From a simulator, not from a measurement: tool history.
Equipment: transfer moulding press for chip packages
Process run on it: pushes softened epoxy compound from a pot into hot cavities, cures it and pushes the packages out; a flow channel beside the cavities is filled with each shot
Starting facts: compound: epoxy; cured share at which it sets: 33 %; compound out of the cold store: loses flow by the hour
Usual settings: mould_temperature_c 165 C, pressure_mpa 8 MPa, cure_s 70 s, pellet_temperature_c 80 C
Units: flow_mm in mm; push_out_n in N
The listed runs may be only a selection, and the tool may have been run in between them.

| run | hour | mould_temperature_c | pressure_mpa | cure_s | pellet_temperature_c | incoming compound's hours out of the cold store | flow_mm | push_out_n |
|---|---|---|---|---|---|---|---|---|
| 1 | 0 | 165 | 8 | 70 | 80 | 23.7 | 772 | 507 |
| 2 | 14.7 | 165 | 8 | 70 | 86 | 27.9 | 760 | 519 |
| 3 | 38 | 165 | 8 | 70 | 86 | 27.9 | 748 | 515 |
|  | 44.3 | plunger's sealing rings changed |
| 4 | 56.3 | 165 | 8 | 70 | 80 | 43 | 701 | 505 |
|  | 77.1 | cavities cleaned with cleaning compound and waxed |
| 5 | 79.2 | 165 | 8 | 70 | 80 | 37.1 | 714 | 533 |
| 6 | 95.4 | 165 | 8 | 70 | 80 | 44.2 | 690 | 487 |
| 7 | 110.3 | 165 | 8 | 77 | 80 | 16.1 | 807 | 478 |
| 8 | 123.8 | 165 | 8 | 77 | 80 | 19.3 | 796 | 468 |
| 9 | 146.7 | 165 | 7.77 | 70 | 80 | 22.6 | 754 | 512 |
| 10 | 164.3 | 165 | 8 | 70 | 89 | 44.1 | 687 | 480 |
| 11 | 177.7 | 165 | 8 | 70 | 80 | 44.6 | 688 | 509 |
|  | 195.3 | cavities cleaned with cleaning compound and waxed |
| 12 | 198.9 | 165 | 8 | 70 | 80 | 43.1 | 697 | 497 |
| 13 | 216.2 | 165 | 8 | 70 | 80 | 29.6 | 759 | 515 |
| 14 | 233.5 | 165 | 8 | 70 | 80 | 42.9 | 710 | 510 |
| 15 | 260.5 | 165 | 8 | 100 | 80 | 13.7 | 832 | 404 |
| 16 | 288.2 | 165 | 6.8 | 110 | 85 | 23.6 | 712 | 392 |
| 17 | 304 | 165 | 8.52 | 52 | 85 | 46 | 708 | 921 |
|  | 313.2 | cavities cleaned with cleaning compound and waxed |
| 18 | 332.1 | 165 | 8.52 | 52 | 84 | 45.1 | 709 | 902 |
| 19 | 355.8 | 159 | 8.52 | 52 | 81 | 37.7 | 769 | 1335 |
| 20 | 382.7 | 172 | 8 | 101 | 80 | 35.6 | 708 | 369 |
| 21 | 404 | 163 | 8 | 70 | 74 | 35.9 | 719 | 612 |
| 22 | 418.8 | 166 | 8.04 | 76 | 80 | 40.6 | 707 | 455 |
|  | 430.8 | cavities cleaned with cleaning compound and waxed |
| 23 | 436.6 | 165 | 8.11 | 70 | 74 | 13 | 821 | 553 |
|  | 442.4 | mould's thermocouples calibrated |
| 24 | 453.6 | 172 | 6.29 | 70 | 80 | 47.2 | 588 | 401 |
| 25 | 478.5 | 172 | 6.29 | 70 | 80 | 21.6 | 665 | 417 |
| 26 | 490.5 | 172 | 6.29 | 70 | 80 | 17.1 | 687 | 414 |
| 27 | 511.3 | 172 | 6.29 | 70 | 80 | 17.4 | 688 | 395 |

What if the next run were any one of these 5? Each begins from the tool's condition after run 27:
| A | 539 | 165 | 6 | 70 | 80 | 19.7 | ? | ? |
| B | 539 | 172 | 6.02 | 70 | 75 | 37.6 | ? | ? |
| C | 539 | 160 | 8 | 70 | 80 | 10.7 | ? | ? |
| D | 539 | 172 | 6.29 | 69 | 80 | 47.6 | ? | ? |
| E | 539 | 165 | 8 | 69 | 80 | 13.2 | ? | ? |

| run | flow_mm | push_out_n |
|---|---|---|
| A | 692 | 541 |
| B | 597 | 410 |
| C | 848 | 812 |
| D | 582 | 399 |
| E | 811 | 568 |
With no hidden state in the tool, these same runs would have given:
| run | flow_mm | push_out_n |
|---|---|---|
| A | 692 | 536 |
| B | 597 | 407 |
| C | 849 | 806 |
| D | 582 | 395 |
| E | 811 | 563 |
